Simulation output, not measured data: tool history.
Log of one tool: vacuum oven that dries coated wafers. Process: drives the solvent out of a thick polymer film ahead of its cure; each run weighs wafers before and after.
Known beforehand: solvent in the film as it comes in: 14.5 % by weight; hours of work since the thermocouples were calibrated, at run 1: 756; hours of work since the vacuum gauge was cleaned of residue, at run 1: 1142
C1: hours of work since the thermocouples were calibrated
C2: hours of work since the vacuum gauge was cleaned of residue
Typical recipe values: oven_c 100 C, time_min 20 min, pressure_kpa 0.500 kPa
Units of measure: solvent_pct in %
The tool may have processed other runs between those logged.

run 1 hour=0.0 | oven_c=100 time_min=20 pressure_kpa=0.500 | C1=756 C2=1142 | solvent_pct=0.87
run 2 hour=30.5 | oven_c=100 time_min=20 pressure_kpa=0.500 | C1=776 C2=1162 | solvent_pct=0.82
run 3 hour=54.4 | oven_c=100 time_min=11 pressure_kpa=0.500 | C1=793 C2=1178 | solvent_pct=2.57
run 4 hour=83.2 | oven_c=100 time_min=12 pressure_kpa=0.500 | C1=812 C2=1198 | solvent_pct=2.22
run 5 hour=99.1 | oven_c=100 time_min=12 pressure_kpa=0.500 | C1=823 C2=1208 | solvent_pct=2.25
run 6 hour=128.7 | oven_c=100 time_min=12 pressure_kpa=0.500 | C1=842 C2=1228 | solvent_pct=2.21
run 7 hour=146.7 | oven_c=94 time_min=20 pressure_kpa=0.500 | C1=855 C2=1240 | solvent_pct=1.80
run 8 hour=167.6 | oven_c=94 time_min=20 pressure_kpa=0.500 | C1=869 C2=1254 | solvent_pct=1.84
run 9 hour=187.2 | oven_c=94 time_min=20 pressure_kpa=0.500 | C1=882 C2=1268 | solvent_pct=1.85
run 10 hour=220.1 | oven_c=100 time_min=20 pressure_kpa=0.302 | C1=904 C2=1290 | solvent_pct=0.78
run 11 hour=244.4 | oven_c=100 time_min=33 pressure_kpa=0.302 | C1=920 C2=1306 | solvent_pct=0.23
run 12 hour=273.6 | oven_c=100 time_min=33 pressure_kpa=0.302 | C1=940 C2=1326 | solvent_pct=0.24
run 13 hour=310.0 | oven_c=100 time_min=12 pressure_kpa=0.500 | C1=964 C2=1350 | solvent_pct=2.27
-- hour=333.7 vacuum gauge cleaned of residue and calibrated
run 14 hour=349.8 | oven_c=100 time_min=12 pressure_kpa=0.500 | C1=990 C2=11 | solvent_pct=2.25
run 15 hour=384.9 | oven_c=100 time_min=20 pressure_kpa=0.511 | C1=1014 C2=34 | solvent_pct=0.87
run 16 hour=416.7 | oven_c=91 time_min=20 pressure_kpa=1.510 | C1=1035 C2=56 | solvent_pct=3.05
run 17 hour=455.4 | oven_c=101 time_min=30 pressure_kpa=0.530 | C1=1061 C2=82 | solvent_pct=0.38
run 18 hour=481.1 | oven_c=101 time_min=16 pressure_kpa=0.484 | C1=1078 C2=99 | solvent_pct=1.18

Forecast run 19:
run 19 hour=498.3 | oven_c=100 time_min=23 pressure_kpa=1.461 | C1=1090 C2=111 | solvent_pct=?

{"run 19": {"solvent_pct": 1.08}}
Minus the tool's unlogged condition, the same run would have read solvent_pct 1.08 %.
